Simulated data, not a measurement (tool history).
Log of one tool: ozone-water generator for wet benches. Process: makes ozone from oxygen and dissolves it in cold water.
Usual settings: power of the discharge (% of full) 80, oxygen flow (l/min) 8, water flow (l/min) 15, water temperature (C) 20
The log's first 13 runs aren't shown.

| run | hour | power of the discharge (% of full) | oxygen flow (l/min) | water flow (l/min) | water temperature (C) | dissolved ozone (ppm) | ozone in the gas ahead of the water (g/m3) |
|---|---|---|---|---|---|---|---|
| 14 | 1341 | 80 | 8 | 15 | 20 | 30.3 | 188.2 |
| 15 | 1466.3 | 80 | 8 | 15 | 20 | 30.3 | 189.4 |
| 16 | 1586.3 | 80 | 8 | 15 | 20 | 30.2 | 188 |
| 17 | 1720.4 | 45 | 4.57 | 15 | 26 | 19.9 | 173.2 |
| 18 | 1845.9 | 45 | 4.57 | 15 | 26 | 19.6 | 172 |
| 19 | 1982.4 | 45 | 4.57 | 15 | 26 | 19.7 | 173.8 |
| 20 | 2076.6 | 40 | 8.89 | 13 | 17 | 24.5 | 126.9 |
| 21 | 2206.3 | 40 | 8.89 | 13 | 17 | 24.6 | 128.2 |
| 22 | 2351.5 | 80 | 7.1 | 23 | 13 | 23.9 | 190.9 |
| 23 | 2459.9 | 80 | 7.83 | 13 | 20 | 31.8 | 183.3 |
| 24 | 2544.1 | 89 | 8 | 15 | 16 | 33.1 | 192.8 |
| 25 | 2633 | 52 | 7.7 | 15 | 13 | 27.1 | 151.9 |
| 26 | 2763.2 | 80 | 5.72 | 16 | 16 | 28.6 | 203.9 |
| 27 | 2898 | 50 | 5.48 | 17 | 13 | 22.8 | 163.9 |
|  | 2935.7 | contactor cleaned |
| 28 | 3027.7 | 50 | 5.48 | 17 | 13 | 23.8 | 164 |
| 29 | 3146.7 | 50 | 9.71 | 17 | 20 | 21.9 | 134.1 |
| 30 | 3235.6 | 81 | 9.71 | 16 | 20 | 28.2 | 167.4 |
| 31 | 3375.6 | 81 | 9.71 | 16 | 20 | 28 | 167.1 |
| 32 | 3494.1 | 63 | 8 | 15 | 18 | 27 | 158.1 |

Forecast each of these 5 alternatives for the next run:
| A | 3624.2 | 63 | 8 | 18 | 18 | ? | ? |
| B | 3624.2 | 63 | 5.89 | 15 | 14 | ? | ? |
| C | 3624.2 | 50 | 8 | 15 | 18 | ? | ? |
| D | 3624.2 | 97 | 9.96 | 11 | 20 | ? | ? |
| E | 3624.2 | 83 | 8 | 15 | 18 | ? | ? |

| run | dissolved ozone (ppm) | ozone in the gas ahead of the water (g/m3) |
|---|---|---|
| A | 23.5 | 158.3 |
| B | 28.2 | 177.4 |
| C | 24 | 143.2 |
| D | 35.9 | 178.5 |
| E | 30.2 | 178.3 |
Without the tool's hidden state the same runs would have given:
| run | dissolved ozone (ppm) | ozone in the gas ahead of the water (g/m3) |
|---|---|---|
| A | 28.8 | 191.1 |
| B | 34.4 | 214.1 |
| C | 28.6 | 168.8 |
| D | 45.6 | 224.9 |
| E | 38 | 221.3 |
